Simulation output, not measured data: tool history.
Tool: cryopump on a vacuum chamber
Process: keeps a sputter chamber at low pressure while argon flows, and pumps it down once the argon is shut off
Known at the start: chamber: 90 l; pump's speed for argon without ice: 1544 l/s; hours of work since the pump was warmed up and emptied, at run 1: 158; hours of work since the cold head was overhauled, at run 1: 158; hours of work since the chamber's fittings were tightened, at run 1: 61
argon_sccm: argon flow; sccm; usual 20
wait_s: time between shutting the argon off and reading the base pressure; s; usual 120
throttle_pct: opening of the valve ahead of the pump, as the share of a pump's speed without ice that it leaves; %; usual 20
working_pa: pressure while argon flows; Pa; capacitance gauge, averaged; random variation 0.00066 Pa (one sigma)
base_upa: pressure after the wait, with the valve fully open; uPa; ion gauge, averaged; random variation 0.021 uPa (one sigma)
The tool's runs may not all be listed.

run	hour	argon_sccm	wait_s	throttle_pct	hours of work since the pump was warmed up and emptied	hours of work since the cold head was overhauled	hours of work since the chamber's fittings were tightened	working_pa	base_upa
1	0	20	120	20	158	158	61	0.1111	0.6
2	27	20	120	20	175	175	77	0.1097	0.62
3	69.8	20	120	20	201	201	104	0.1099	0.63
4	110.4	20	120	20	226	226	129	0.1119	0.66
5	154	9	120	20	253	253	156	0.0502	0.69
6	179.6	9	120	20	269	269	171	0.0506	0.68
7	211.5	9	120	21	288	288	191	0.0483	0.66
8	243.3	33	120	20	308	308	210	0.1836	0.71
9	274.4	20	50	20	327	327	230	0.1121	1.15
10	316.7	20	69	20	353	353	256	0.112	1.02
11	340.2	20	33	20	368	368	270	0.1116	1.59
12	374.5	20	33	20	389	389	291	0.1132	1.63
13	412.5	20	33	20	412	412	315	0.113	1.61
14	447.3	34	120	20	434	434	336	0.1918	0.87
15	474.3	34	120	20	450	450	353	0.1921	0.85
16	497.6	34	120	20	465	465	367	0.1919	0.84
17	528.3	34	120	20	483	483	386	0.1923	0.85
18	552.6	13	120	21	498	498	401	0.0702	0.9
19	590.8	10	91	40	522	522	424	0.0287	1
20	637.8	10	91	40	551	551	453	0.03	1.01
21	689	35	209	55	582	582	485	0.0788	0.79
22	713	31	100	19	597	597	500	0.1852	1.04
23	767.4	20	75	22	631	631	533	0.1051	1.21
24	801.2	18	98	24	651	651	554	0.0877	1.08
25	841.7	18	98	24	676	676	579	0.0866	1.16
26	882.5	18	98	24	701	701	604	0.0867	1.16
27	929.8	18	130	24	731	731	633	0.0871	1.12
28	975.7	37	130	24	759	759	661	0.1819	1.12
29	1022.9	10	41	15	788	788	690	0.0766	1.78
30	1060.8	10	120	20	811	811	714	0.0589	1.17
31	1096	10	120	20	833	833	735	0.0583	1.19
32	1137.3	16	67	27	858	858	761	0.0713	1.5
33	1171.3	23	81	38	879	879	782	0.0746	1.43

4 ways to go on from here, each from the tool as it stands after run 33. What would each give?
A	1209.3	11	23	38	903	903	805	?	?
B	1209.3	8	57	32	903	903	805	?	?
C	1209.3	9	120	59	903	903	805	?	?
D	1209.3	32	78	44	903	903	805	?	?

run	working_pa	base_upa
A	0.0366	2.73
B	0.0305	1.63
C	0.0201	1.31
D	0.0924	1.47
Without the tool's hidden state the same runs would have given:
run	working_pa	base_upa
A	0.0322	1.93
B	0.0273	0.86
C	0.0165	0.53
D	0.0795	0.68
